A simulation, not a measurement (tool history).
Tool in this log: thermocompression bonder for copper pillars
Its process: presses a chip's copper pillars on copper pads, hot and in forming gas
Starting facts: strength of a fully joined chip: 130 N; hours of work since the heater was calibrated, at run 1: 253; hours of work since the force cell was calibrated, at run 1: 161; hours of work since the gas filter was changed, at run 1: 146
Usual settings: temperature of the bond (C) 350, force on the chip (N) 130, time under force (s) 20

run  hour  temperature of the bond (C)  force on the chip (N)  time under force (s)  hours of work since the heater was calibrated  hours of work since the force cell was calibrated  hours of work since the gas filter was changed  force that shears a chip off (N)
  1     0                          350                    130                    20                                            253                                                161                                             146                              60.8
  2   9.8                          350                    130                    20                                            259                                                167                                             152                              58.3
  3  14.6                          350                    130                    20                                            261                                                170                                             155                              59.1
  4    23                          350                    130                    28                                            266                                                174                                             159                              65.6
  5  31.9                          350                    130                    28                                            271                                                179                                             164                              67.7
  6  39.1                          350                    130                    20                                            275                                                183                                             168                              59.2
  7  48.6                          350                    130                    20                                            280                                                189                                             174                              59.2
  8  56.8                          350                    130                    20                                            285                                                193                                             178                              57.8
  9  63.8                          328                    145                    14                                            289                                                197                                             182                              44.3
 10  71.4                          340                    177                    25                                            293                                                201                                             187                              71.4
     74.1  -- heater calibrated with a thermocouple chip
 11  83.5                          353                    126                    42                                              5                                                207                                             192                              73.6
 12  88.6                          329                    130                    14                                              8                                                210                                             195                              42.9
 13  97.4                          329                    130                    14                                             13                                                215                                             200                              42.7

Subtracting, for every run, the result it would have given without the tool's unlogged condition from the measured result gives the following. The same run-to-run variation enters both numbers; the gauge's scatter may not:
The tool's hidden condition here consists of: true temperature of the bond over the reading, C; force that reaches the chip, % of what is set; oxide that the forming gas leaves, % of the face; drift of the gauge itself on shear_n, %.
run  force that shears a chip off (N)
  1                              -2.8
  2                              -2.8
  3                              -2.8
  4                              -3.2
  5                              -3.3
  6                                -3
  7                              -3.1
  8                              -3.1
  9                              -2.6
 10                              -3.8
 11                              -4.2
 12                              -2.9
 13                                -3
